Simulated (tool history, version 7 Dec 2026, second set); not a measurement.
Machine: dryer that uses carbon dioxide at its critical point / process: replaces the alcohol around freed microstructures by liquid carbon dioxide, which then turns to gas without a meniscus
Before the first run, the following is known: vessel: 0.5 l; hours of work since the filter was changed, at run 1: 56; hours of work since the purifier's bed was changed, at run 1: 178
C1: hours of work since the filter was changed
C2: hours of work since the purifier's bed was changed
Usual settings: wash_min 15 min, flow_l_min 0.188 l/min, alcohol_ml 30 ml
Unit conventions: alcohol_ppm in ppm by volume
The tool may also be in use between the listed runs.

Run 1, hour 0: usual settings; C1 56; C2 178. Result: alcohol_ppm 319 ppm by volume.
Run 2, hour 14.6: usual settings but wash_min 13 min; C1 64; C2 186. Result: alcohol_ppm 633 ppm by volume.
Run 3, hour 27.4: usual settings but wash_min 13 min; C1 70; C2 193. Result: alcohol_ppm 650 ppm by volume.
Run 4, hour 39.5: usual settings but wash_min 13 min; C1 77; C2 199. Result: alcohol_ppm 645 ppm by volume.
Run 5, hour 58.6: usual settings but wash_min 13 min; C1 87; C2 209. Result: alcohol_ppm 656 ppm by volume.
Run 6, hour 78.9: usual settings but wash_min 13 min; C1 98; C2 220. Result: alcohol_ppm 681 ppm by volume.
Run 7, hour 96.5: usual settings but wash_min 13 min; C1 107; C2 229. Result: alcohol_ppm 674 ppm by volume.
Run 8, hour 116.6: usual settings but wash_min 18 min; C1 118; C2 240. Result: alcohol_ppm 164 ppm by volume.
Run 9, hour 128.8: usual settings but wash_min 18 min; C1 124; C2 246. Result: alcohol_ppm 167 ppm by volume.
Run 10, hour 142.9: usual settings but wash_min 18 min; C1 132; C2 254. Result: alcohol_ppm 169 ppm by volume.
Run 11, hour 155.6: usual settings but alcohol_ml 96 ml; C1 138; C2 260. Result: alcohol_ppm 1134 ppm by volume.
Run 12, hour 175.1: usual settings but alcohol_ml 96 ml; C1 149; C2 271. Result: alcohol_ppm 1142 ppm by volume.
Run 13, hour 195.1: usual settings but flow_l_min 0.313 l/min, alcohol_ml 72 ml; C1 159; C2 281. Result: alcohol_ppm 91 ppm by volume.
Run 14, hour 208.6: usual settings; C1 166; C2 288. Result: alcohol_ppm 424 ppm by volume.
Run 15, hour 228.6: usual settings; C1 177; C2 299. Result: alcohol_ppm 415 ppm by volume.
Run 16, hour 245.5: usual settings but flow_l_min 0.226 l/min, alcohol_ml 87 ml; C1 186; C2 308. Result: alcohol_ppm 454 ppm by volume.

Run 17, settings as shown, results not yet in. Your forecast:
Run 17, hour 264.1: usual settings but flow_l_min 0.226 l/min, alcohol_ml 87 ml; C1 196; C2 318. Result: alcohol_ppm ?.

alcohol_ppm: 458 ppm by volume
Were there no unlogged condition in the tool, this run, its random variation unchanged, would have produced alcohol_ppm 242 ppm by volume.
